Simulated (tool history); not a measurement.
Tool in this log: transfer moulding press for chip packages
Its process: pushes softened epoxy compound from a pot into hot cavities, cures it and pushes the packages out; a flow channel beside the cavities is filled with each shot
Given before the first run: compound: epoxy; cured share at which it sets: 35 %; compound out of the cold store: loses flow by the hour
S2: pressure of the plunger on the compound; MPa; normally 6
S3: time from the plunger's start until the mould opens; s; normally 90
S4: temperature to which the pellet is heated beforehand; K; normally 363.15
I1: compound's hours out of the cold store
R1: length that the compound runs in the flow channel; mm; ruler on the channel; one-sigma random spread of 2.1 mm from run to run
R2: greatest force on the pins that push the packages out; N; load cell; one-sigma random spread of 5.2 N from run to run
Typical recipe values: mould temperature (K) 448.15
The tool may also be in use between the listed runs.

Run 1, hour 0: usual settings; I1 22.4. Result: R1 928 mm, R2 218 N.
Run 2, hour 13.4: usual settings but mould temperature (K) 450.15; I1 41.3. Result: R1 828 mm, R2 258 N.
At hour 26.8: cavities cleaned with cleaning compound and waxed.
Run 3, hour 27.9: usual settings but mould temperature (K) 450.15; I1 46.1. Result: R1 801 mm, R2 167 N.
At hour 41.5: mould's thermocouples calibrated.
Run 4, hour 48.4: usual settings but mould temperature (K) 450.15; I1 15. Result: R1 957 mm, R2 240 N.
Run 5, hour 66.1: usual settings but mould temperature (K) 450.15; I1 43.7. Result: R1 809 mm, R2 293 N.
At hour 69.8: cavities cleaned with cleaning compound and waxed.
Run 6, hour 79.6: usual settings but S2 5.39 MPa; I1 10.6. Result: R1 925 mm, R2 216 N.
Run 7, hour 103.3: usual settings but S2 5.39 MPa; I1 28.5. Result: R1 836 mm, R2 317 N.
At hour 112.1: cavities cleaned with cleaning compound and waxed.
Run 8, hour 119.7: usual settings but S3 106 s; I1 44.5. Result: R1 802 mm, R2 196 N.
At hour 138.6: plunger's sealing rings changed.
Run 9, hour 145.7: usual settings but S3 95 s; I1 8.4. Result: R1 1014 mm, R2 282 N.
At hour 156: cavities cleaned with cleaning compound and waxed.
Run 10, hour 162.2: usual settings but S3 95 s; I1 29. Result: R1 897 mm, R2 207 N.
Run 11, hour 182.1: usual settings but S4 359.15 K; I1 43.5. Result: R1 830 mm, R2 276 N.
Run 12, hour 193.5: usual settings but S2 4.77 MPa, S3 75 s, S4 354.15 K; I1 11.1. Result: R1 889 mm, R2 409 N.
At hour 196.8: cavities cleaned with cleaning compound and waxed.
Run 13, hour 210.4: usual settings but mould temperature (K) 447.15, S2 4.77 MPa, S3 112 s, S4 366.15 K; I1 40.7. Result: R1 751 mm, R2 209 N.
Run 14, hour 228.2: usual settings but mould temperature (K) 452.15, S2 4.6 MPa, S3 122 s; I1 28.5. Result: R1 770 mm, R2 268 N.
At hour 238.6: cavities cleaned with cleaning compound and waxed.
Run 15, hour 253.1: usual settings but S3 118 s, S4 360.15 K; I1 44.8. Result: R1 814 mm, R2 209 N.
Run 16, hour 270.9: usual settings but mould temperature (K) 444.15, S2 4.71 MPa; I1 31.6. Result: R1 785 mm, R2 334 N.
At hour 281: cavities cleaned with cleaning compound and waxed.
Run 17, hour 288.9: usual settings but mould temperature (K) 444.15, S2 4.71 MPa; I1 43.6. Result: R1 735 mm, R2 238 N.
Run 18, hour 311.8: usual settings but mould temperature (K) 444.15, S2 5.51 MPa, S3 87 s, S4 365.15 K; I1 27.4. Result: R1 866 mm, R2 351 N.
At hour 322.6: cavities cleaned with cleaning compound and waxed.
Run 19, hour 336.1: usual settings but mould temperature (K) 455.15, S2 7.25 MPa, S3 74 s, S4 354.15 K; I1 12.1. Result: R1 1037 mm, R2 245 N.
Run 20, hour 345.7: usual settings but mould temperature (K) 455.15, S2 7.25 MPa, S3 74 s, S4 354.15 K; I1 21.1. Result: R1 977 mm, R2 268 N.
At hour 361.1: plunger's sealing rings changed.
At hour 366.2: cavities cleaned with cleaning compound and waxed.
Run 21, hour 369.3: usual settings but S4 356.15 K; I1 44.2. Result: R1 829 mm, R2 199 N.
Run 22, hour 390.5: usual settings but S2 5.01 MPa, S4 369.15 K; I1 10.8. Result: R1 912 mm, R2 269 N.

Here are 3 independent what-if runs from the current tool condition. What would each one return?
At hour 408: cavities cleaned with cleaning compound and waxed.
Run A, hour 409.1: usual settings but mould temperature (K) 453.15, S2 5.01 MPa, S3 101 s, S4 360.15 K; I1 41.3. Result: R1 ?, R2 ?.
At hour 408: cavities cleaned with cleaning compound and waxed.
Run B, hour 409.1: usual settings but mould temperature (K) 445.15, S2 4.93 MPa, S4 356.15 K; I1 13.4. Result: R1 ?, R2 ?.
At hour 408: cavities cleaned with cleaning compound and waxed.
Run C, hour 409.1: usual settings but S2 5.01 MPa, S4 354.15 K; I1 12.4. Result: R1 ?, R2 ?.

run   R1   R2
  A  751  167
  B  902  204
  C  903  185
With the hidden condition removed and each run's random variation left untouched, the same runs would have given:
run   R1   R2
  A  759  160
  B  912  203
  C  913  182
